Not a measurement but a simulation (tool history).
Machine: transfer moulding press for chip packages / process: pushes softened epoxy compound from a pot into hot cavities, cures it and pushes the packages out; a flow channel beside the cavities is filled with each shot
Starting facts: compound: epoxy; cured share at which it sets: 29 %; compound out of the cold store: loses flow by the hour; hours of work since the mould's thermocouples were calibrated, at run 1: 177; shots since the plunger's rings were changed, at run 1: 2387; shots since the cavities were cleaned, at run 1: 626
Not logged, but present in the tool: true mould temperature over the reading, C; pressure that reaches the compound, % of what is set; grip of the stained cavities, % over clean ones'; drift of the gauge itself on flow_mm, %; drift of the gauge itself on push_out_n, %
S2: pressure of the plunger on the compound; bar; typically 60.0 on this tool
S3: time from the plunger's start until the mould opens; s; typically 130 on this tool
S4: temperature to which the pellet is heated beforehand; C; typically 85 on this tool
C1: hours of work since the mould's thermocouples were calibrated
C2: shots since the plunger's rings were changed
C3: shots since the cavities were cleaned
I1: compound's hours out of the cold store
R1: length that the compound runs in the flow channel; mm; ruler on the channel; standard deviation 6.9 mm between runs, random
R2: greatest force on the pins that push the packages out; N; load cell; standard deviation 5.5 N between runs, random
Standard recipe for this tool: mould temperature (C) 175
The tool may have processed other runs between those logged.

{"run": 1, "hour": 0.0, "mould temperature (C)": 175, "S2": 60.0, "S3": 130, "S4": 85, "C1": 177, "C2": 2387, "C3": 626, "I1": 29.9, "R1": 676, "R2": 351}
{"run": 2, "hour": 4.8, "mould temperature (C)": 175, "S2": 60.0, "S3": 130, "S4": 94, "C1": 180, "C2": 2425, "C3": 664, "I1": 43.2, "R1": 636, "R2": 348}
{"run": 3, "hour": 13.2, "mould temperature (C)": 176, "S2": 60.0, "S3": 130, "S4": 85, "C1": 185, "C2": 2492, "C3": 731, "I1": 10.5, "R1": 768, "R2": 346}
{"run": 4, "hour": 21.3, "mould temperature (C)": 175, "S2": 60.0, "S3": 130, "S4": 84, "C1": 189, "C2": 2557, "C3": 796, "I1": 8.9, "R1": 756, "R2": 345}
{"run": 5, "hour": 28.3, "mould temperature (C)": 175, "S2": 60.0, "S3": 130, "S4": 77, "C1": 193, "C2": 2612, "C3": 851, "I1": 26.2, "R1": 696, "R2": 358}
{"run": 6, "hour": 34.2, "mould temperature (C)": 175, "S2": 60.0, "S3": 130, "S4": 77, "C1": 197, "C2": 2659, "C3": 898, "I1": 25.9, "R1": 693, "R2": 372}
{"hour": 36.3, "done": "cavities cleaned with cleaning compound and waxed"}
{"run": 7, "hour": 44.3, "mould temperature (C)": 175, "S2": 60.0, "S3": 130, "S4": 77, "C1": 202, "C2": 2728, "C3": 64, "I1": 20.5, "R1": 704, "R2": 222}
{"run": 8, "hour": 50.5, "mould temperature (C)": 175, "S2": 60.0, "S3": 130, "S4": 85, "C1": 206, "C2": 2777, "C3": 113, "I1": 19.3, "R1": 709, "R2": 240}
{"run": 9, "hour": 58.4, "mould temperature (C)": 175, "S2": 60.0, "S3": 130, "S4": 85, "C1": 210, "C2": 2840, "C3": 176, "I1": 17.3, "R1": 716, "R2": 247}
{"run": 10, "hour": 63.6, "mould temperature (C)": 175, "S2": 60.0, "S3": 130, "S4": 85, "C1": 213, "C2": 2881, "C3": 217, "I1": 45.4, "R1": 626, "R2": 269}
{"run": 11, "hour": 70.2, "mould temperature (C)": 180, "S2": 60.0, "S3": 130, "S4": 85, "C1": 217, "C2": 2933, "C3": 269, "I1": 20.1, "R1": 710, "R2": 260}
{"run": 12, "hour": 78.5, "mould temperature (C)": 180, "S2": 60.0, "S3": 130, "S4": 85, "C1": 222, "C2": 2999, "C3": 335, "I1": 40.3, "R1": 633, "R2": 274}
{"run": 13, "hour": 85.5, "mould temperature (C)": 174, "S2": 60.0, "S3": 130, "S4": 85, "C1": 226, "C2": 3055, "C3": 391, "I1": 8.4, "R1": 766, "R2": 314}
{"run": 14, "hour": 94.2, "mould temperature (C)": 169, "S2": 70.9, "S3": 142, "S4": 94, "C1": 231, "C2": 3124, "C3": 460, "I1": 23.6, "R1": 775, "R2": 350}
{"run": 15, "hour": 102.4, "mould temperature (C)": 171, "S2": 68.8, "S3": 162, "S4": 85, "C1": 236, "C2": 3189, "C3": 525, "I1": 8.8, "R1": 804, "R2": 326}
{"run": 16, "hour": 112.0, "mould temperature (C)": 176, "S2": 60.0, "S3": 130, "S4": 85, "C1": 242, "C2": 3266, "C3": 602, "I1": 30.5, "R1": 669, "R2": 341}
{"run": 17, "hour": 118.9, "mould temperature (C)": 175, "S2": 61.3, "S3": 130, "S4": 85, "C1": 246, "C2": 3320, "C3": 656, "I1": 18.2, "R1": 715, "R2": 342}
{"run": 18, "hour": 123.9, "mould temperature (C)": 172, "S2": 60.0, "S3": 144, "S4": 94, "C1": 249, "C2": 3360, "C3": 696, "I1": 29.2, "R1": 674, "R2": 349}
{"run": 19, "hour": 128.0, "mould temperature (C)": 175, "S2": 72.2, "S3": 169, "S4": 85, "C1": 251, "C2": 3392, "C3": 728, "I1": 47.3, "R1": 671, "R2": 326}
{"run": 20, "hour": 134.1, "mould temperature (C)": 172, "S2": 48.1, "S3": 143, "S4": 77, "C1": 255, "C2": 3441, "C3": 777, "I1": 40.1, "R1": 573, "R2": 340}
{"run": 21, "hour": 143.4, "mould temperature (C)": 175, "S2": 60.0, "S3": 130, "S4": 85, "C1": 260, "C2": 3515, "C3": 851, "I1": 18.1, "R1": 712, "R2": 357}
{"run": 22, "hour": 148.2, "mould temperature (C)": 172, "S2": 60.0, "S3": 130, "S4": 76, "C1": 263, "C2": 3553, "C3": 889, "I1": 38.8, "R1": 639, "R2": 373}
{"hour": 151.5, "done": "cavities cleaned with cleaning compound and waxed"}
{"run": 23, "hour": 159.3, "mould temperature (C)": 176, "S2": 53.0, "S3": 168, "S4": 92, "C1": 269, "C2": 3629, "C3": 61, "I1": 36.1, "R1": 591, "R2": 202}
{"run": 24, "hour": 164.1, "mould temperature (C)": 182, "S2": 55.5, "S3": 118, "S4": 76, "C1": 272, "C2": 3667, "C3": 99, "I1": 34.7, "R1": 622, "R2": 213}
{"run": 25, "hour": 170.2, "mould temperature (C)": 182, "S2": 55.5, "S3": 118, "S4": 76, "C1": 275, "C2": 3716, "C3": 148, "I1": 9.6, "R1": 715, "R2": 233}

Forecast each of these 4 alternatives for the next run:
{"run": "A", "hour": 177.6, "mould temperature (C)": 175, "S2": 54.6, "S3": 125, "S4": 85, "C1": 280, "C2": 3775, "C3": 207, "I1": 16.6, "R1": "?", "R2": "?"}
{"run": "B", "hour": 177.6, "mould temperature (C)": 175, "S2": 50.1, "S3": 124, "S4": 76, "C1": 280, "C2": 3775, "C3": 207, "I1": 21.3, "R1": "?", "R2": "?"}
{"run": "C", "hour": 177.6, "mould temperature (C)": 172, "S2": 55.5, "S3": 129, "S4": 76, "C1": 280, "C2": 3775, "C3": 207, "I1": 45.7, "R1": "?", "R2": "?"}
{"run": "D", "hour": 177.6, "mould temperature (C)": 182, "S2": 55.5, "S3": 118, "S4": 94, "C1": 280, "C2": 3775, "C3": 207, "I1": 9.8, "R1": "?", "R2": "?"}

run=A R1=682 R2=267
run=B R1=632 R2=278
run=C R1=597 R2=291
run=D R1=704 R2=254
Without the tool's hidden state the same runs would have given:
run=A R1=718 R2=185
run=B R1=665 R2=192
run=C R1=629 R2=205
run=D R1=741 R2=178

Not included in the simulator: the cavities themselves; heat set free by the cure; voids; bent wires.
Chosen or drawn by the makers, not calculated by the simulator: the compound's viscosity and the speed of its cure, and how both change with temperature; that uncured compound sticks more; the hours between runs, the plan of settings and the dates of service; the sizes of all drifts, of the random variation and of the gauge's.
